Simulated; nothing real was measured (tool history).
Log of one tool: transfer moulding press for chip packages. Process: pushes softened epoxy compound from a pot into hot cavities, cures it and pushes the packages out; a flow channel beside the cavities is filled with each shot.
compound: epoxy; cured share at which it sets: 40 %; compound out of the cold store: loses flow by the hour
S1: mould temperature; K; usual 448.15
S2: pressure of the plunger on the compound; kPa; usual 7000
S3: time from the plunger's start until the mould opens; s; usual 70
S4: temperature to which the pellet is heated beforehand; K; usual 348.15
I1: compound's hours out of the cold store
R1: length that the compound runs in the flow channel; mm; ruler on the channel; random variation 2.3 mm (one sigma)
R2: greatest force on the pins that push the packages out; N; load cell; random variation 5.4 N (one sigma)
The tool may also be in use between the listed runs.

run     day      S1    S2  S3      S4    I1   R1   R2
  1       0  448.15  7000  70  348.15  31.9  548  175
      0.362  -- plunger's sealing rings changed
      0.833  -- cavities cleaned with cleaning compound and waxed
  2   1.604  448.15  7000  70  344.15   8.6  600  198
      2.879  -- cavities cleaned with cleaning compound and waxed
  3    3.15  448.15  7000  70  348.15  29.6  551  181
  4   4.592  448.15  7000  70  348.15    46  519  180
      4.883  -- cavities cleaned with cleaning compound and waxed
  5     5.6  451.15  7000  70  348.15    47  510  161
  6     6.3  451.15  7000  70  348.15  33.9  540  173
      6.792  -- cavities cleaned with cleaning compound and waxed
  7   7.762  451.15  7000  70  348.15    10  586  182
      8.708  -- cavities cleaned with cleaning compound and waxed
  8   8.775  448.15  7000  70  348.15  21.6  573  183
  9   9.533  448.15  7000  70  348.15  19.7  576  198
     10.179  -- plunger's sealing rings changed
 10  10.417  448.15  7000  70  348.15  39.6  532  181
     10.788  -- cavities cleaned with cleaning compound and waxed
 11  11.221  448.15  7000  70  348.15  40.5  530  182
 12   12.35  448.15  7000  70  348.15  35.7  541  181

Forecast run 13:
     12.717  -- cavities cleaned with cleaning compound and waxed
 13  13.375  448.15  7000  70  342.15  30.3   ?   ?

{"run 13": {"R1": 556, "R2": 187}}
Without the tool's hidden state the same run would have given R1 556 mm, R2 186 N.

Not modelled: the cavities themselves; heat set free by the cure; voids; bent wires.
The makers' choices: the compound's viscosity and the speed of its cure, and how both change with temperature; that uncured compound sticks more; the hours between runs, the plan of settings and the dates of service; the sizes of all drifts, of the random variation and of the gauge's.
